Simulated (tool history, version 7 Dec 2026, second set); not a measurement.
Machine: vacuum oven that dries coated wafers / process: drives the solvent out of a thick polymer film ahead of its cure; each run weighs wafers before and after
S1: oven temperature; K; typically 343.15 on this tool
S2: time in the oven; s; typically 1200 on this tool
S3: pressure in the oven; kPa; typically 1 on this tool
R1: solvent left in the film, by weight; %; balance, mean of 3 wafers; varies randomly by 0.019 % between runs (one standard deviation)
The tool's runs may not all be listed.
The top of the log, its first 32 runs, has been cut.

run	hour	S1	S2	S3	R1
33	584.2	341.15	1200	1.88	3.6
34	607.4	334.15	1080	1.88	5.65
35	632	334.15	1080	1.88	5.62
36	653.9	336.15	1620	1.32	3.15
37	674.5	336.15	1620	1.32	3.11
38	689.7	343.15	1200	2.88	4.58
39	705.7	338.15	1200	1	2.84
40	719.9	334.15	1680	1	2.82
41	733.4	345.15	1020	0.98	2.02
42	757.5	343.15	2160	0.57	0.91
43	771.7	343.15	2160	0.57	0.93
44	787.1	343.15	2160	0.57	0.91
45	799.1	332.15	840	3.28	9.62
46	817.5	346.15	1200	1	1.67

5 ways to go on from here, each from the tool as it stands after run 46. What would each give?
A	831.3	336.15	1980	1	?
B	831.3	345.15	900	1	?
C	831.3	352.15	1800	0.74	?
D	831.3	349.15	1200	1.77	?
E	831.3	346.15	960	0.94	?

run	R1
A	2.3
B	2.3
C	0.8
D	2.19
E	1.96
With the hidden condition removed and each run's random variation left untouched, the same runs would have given:
run	R1
A	2.18
B	2.23
C	0.74
D	2.13
E	1.89

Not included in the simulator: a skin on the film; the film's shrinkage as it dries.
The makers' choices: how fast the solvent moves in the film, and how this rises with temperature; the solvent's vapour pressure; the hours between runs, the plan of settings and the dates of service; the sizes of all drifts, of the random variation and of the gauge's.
